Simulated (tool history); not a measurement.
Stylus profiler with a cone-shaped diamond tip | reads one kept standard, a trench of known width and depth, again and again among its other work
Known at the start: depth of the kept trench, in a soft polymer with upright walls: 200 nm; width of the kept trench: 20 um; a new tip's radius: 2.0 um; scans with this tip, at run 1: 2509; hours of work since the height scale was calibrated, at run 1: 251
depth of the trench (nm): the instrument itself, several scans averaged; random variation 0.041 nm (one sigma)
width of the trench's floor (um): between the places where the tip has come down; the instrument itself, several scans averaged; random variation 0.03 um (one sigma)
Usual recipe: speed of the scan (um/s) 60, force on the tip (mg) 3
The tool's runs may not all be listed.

| run | hour | speed of the scan (um/s) | force on the tip (mg) | scans with this tip | hours of work since the height scale was calibrated | depth of the trench (nm) | width of the trench's floor (um) |
|---|---|---|---|---|---|---|---|
| 1 | 0 | 60 | 3 | 2509 | 251 | 202.8 | 18.12 |
| 2 | 27.5 | 60 | 3.5 | 2670 | 267 | 203.01 | 18.19 |
| 3 | 57.6 | 60 | 3.5 | 2847 | 285 | 203.09 | 18.17 |
| 4 | 85.9 | 60 | 3.5 | 3012 | 301 | 203.08 | 18.13 |
| 5 | 115.5 | 60 | 3.5 | 3185 | 319 | 203.04 | 18.17 |
| 6 | 134.1 | 52 | 3 | 3294 | 329 | 202.8 | 18.16 |
| 7 | 165.2 | 88 | 3 | 3476 | 348 | 202.77 | 18.14 |
| 8 | 191 | 88 | 3 | 3628 | 363 | 202.71 | 18.11 |
| 9 | 206.5 | 88 | 3 | 3719 | 372 | 202.79 | 18.09 |
| 10 | 235.1 | 60 | 3 | 3886 | 389 | 202.78 | 18.14 |
| 11 | 265.8 | 60 | 3 | 4065 | 407 | 202.75 | 18.17 |
| 12 | 293.8 | 60 | 3 | 4230 | 423 | 202.79 | 18.06 |
| 13 | 323 | 165 | 4.99 | 4401 | 440 | 203.9 | 18.05 |
| 14 | 343.8 | 165 | 4.99 | 4522 | 452 | 203.9 | 18.05 |
| 15 | 366.4 | 165 | 6.66 | 4655 | 465 | 204.7 | 18.06 |
| 16 | 392 | 27 | 3 | 4805 | 480 | 202.8 | 18.19 |
| 17 | 412.4 | 27 | 3 | 4924 | 492 | 202.65 | 18.19 |
| 18 | 436.3 | 60 | 5.03 | 5064 | 506 | 203.89 | 18.21 |
| 19 | 458.6 | 60 | 5.03 | 5194 | 519 | 203.84 | 18.15 |
| 20 | 488.2 | 60 | 5.03 | 5368 | 537 | 203.82 | 18.19 |
| 21 | 507.1 | 69 | 3.33 | 5478 | 548 | 202.98 | 18.16 |
| 22 | 537.4 | 101 | 3 | 5656 | 566 | 202.71 | 18.04 |
| 23 | 567.9 | 101 | 3 | 5835 | 583 | 202.79 | 18.1 |

5 options for the next run, each taken on its own from the tool as it stands now. Forecast them:
| A | 602.2 | 20 | 3.56 | 6035 | 604 | ? | ? |
| B | 602.2 | 23 | 6.39 | 6035 | 604 | ? | ? |
| C | 602.2 | 51 | 4.55 | 6035 | 604 | ? | ? |
| D | 602.2 | 72 | 1.62 | 6035 | 604 | ? | ? |
| E | 602.2 | 93 | 6.91 | 6035 | 604 | ? | ? |

| run | depth of the trench (nm) | width of the trench's floor (um) |
|---|---|---|
| A | 203.1 | 18.3 |
| B | 204.45 | 18.26 |
| C | 203.66 | 18.18 |
| D | 201.74 | 18.07 |
| E | 204.83 | 18.11 |
Had the tool no hidden state, the same runs would have come out as:
| run | depth of the trench (nm) | width of the trench's floor (um) |
|---|---|---|
| A | 203.12 | 18.31 |
| B | 204.46 | 18.27 |
| C | 203.67 | 18.19 |
| D | 201.75 | 18.08 |
| E | 204.84 | 18.12 |
